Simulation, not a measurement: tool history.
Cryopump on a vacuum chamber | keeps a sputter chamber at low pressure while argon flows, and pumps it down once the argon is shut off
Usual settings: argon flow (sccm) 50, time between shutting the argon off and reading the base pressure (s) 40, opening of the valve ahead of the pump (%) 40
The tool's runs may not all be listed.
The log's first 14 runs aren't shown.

| run | hour | argon flow (sccm) | time between shutting the argon off and reading the base pressure (s) | opening of the valve ahead of the pump (%) | hours of work since the pump was warmed up and emptied | hours of work since the cold head was overhauled | hours of work since the chamber's fittings were tightened | pressure while argon flows (Pa) | pressure after the wait (uPa) |
|---|---|---|---|---|---|---|---|---|---|
| 15 | 388.9 | 45 | 40 | 40 | 752 | 1529 | 2611 | 0.2308 | 3.09 |
|  | 423.7 | pump warmed up, emptied and cooled again |
| 16 | 433.5 | 45 | 40 | 40 | 8 | 1563 | 2645 | 0.1946 | 2.42 |
| 17 | 470.2 | 45 | 40 | 40 | 40 | 1594 | 2676 | 0.1945 | 2.53 |
| 18 | 507.5 | 45 | 40 | 40 | 72 | 1626 | 2709 | 0.1977 | 2.52 |
| 19 | 549.2 | 50 | 40 | 30 | 108 | 1662 | 2744 | 0.2929 | 2.59 |
| 20 | 576.7 | 30 | 77 | 35 | 132 | 1686 | 2768 | 0.1520 | 2.10 |
| 21 | 599.3 | 54 | 122 | 50 | 151 | 1705 | 2787 | 0.1945 | 1.91 |
| 22 | 642.0 | 50 | 60 | 40 | 188 | 1742 | 2824 | 0.2237 | 2.37 |
| 23 | 670.2 | 50 | 60 | 40 | 212 | 1766 | 2848 | 0.2269 | 2.34 |
| 24 | 713.7 | 31 | 46 | 40 | 249 | 1803 | 2886 | 0.1398 | 2.59 |

The next listed run, before its measurement:
| 25 | 750.5 | 31 | 46 | 40 | 281 | 1835 | 2917 | ? | ? |

{"run 25": {"pressure while argon flows (Pa)": 0.1413, "pressure after the wait (uPa)": 2.7}}
Without the tool's hidden state the same run would have given pressure while argon flows (Pa) 0.1322, pressure after the wait (uPa) 1.30.
